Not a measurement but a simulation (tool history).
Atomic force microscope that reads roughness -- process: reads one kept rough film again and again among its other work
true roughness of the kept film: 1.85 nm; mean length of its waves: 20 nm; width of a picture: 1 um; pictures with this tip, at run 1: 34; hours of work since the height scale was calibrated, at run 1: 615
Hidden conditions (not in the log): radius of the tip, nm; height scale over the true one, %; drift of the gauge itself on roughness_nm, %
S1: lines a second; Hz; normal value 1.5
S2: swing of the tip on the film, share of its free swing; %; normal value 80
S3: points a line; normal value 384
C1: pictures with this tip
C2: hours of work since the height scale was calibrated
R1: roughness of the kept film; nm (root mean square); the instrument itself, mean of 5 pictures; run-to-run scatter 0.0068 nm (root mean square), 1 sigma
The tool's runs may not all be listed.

run,hour,S1,S2,S3,C1,C2,R1
1,0,1.5,80,384,34,615,1.329
2,23.6,1.5,80,384,61,630,1.298
3,44.2,1.5,80,384,85,643,1.29
4,66.2,1.5,80,384,110,657,1.265
5,101.9,1.5,80,384,151,679,1.224
6,149.3,1.5,80,384,206,709,1.172
7,185.8,1.5,80,384,247,732,1.137
8,232.2,1.5,80,384,301,761,1.101
9,275.2,1.5,80,384,350,789,1.063
# hour 287.3: new tip fitted
10,318.6,1.5,80,384,36,816,1.309
11,357.9,1.5,80,384,81,841,1.274
12,390.9,1.5,80,384,119,861,1.254
13,438.1,1.5,80,384,173,891,1.197
14,470.9,1.5,76,384,210,912,1.211
15,496.3,1.63,58,267,240,928,1.258
16,524.8,1.7,70,509,272,946,1.181
17,559.8,1.5,78,423,313,968,1.091

The next listed run, before its measurement:
18,584,1.5,78,662,340,983,?

{"run 18": {"R1": 1.09}}
The same run, on a tool lacking any hidden state, would have yielded R1 1.404 nm (root mean square).
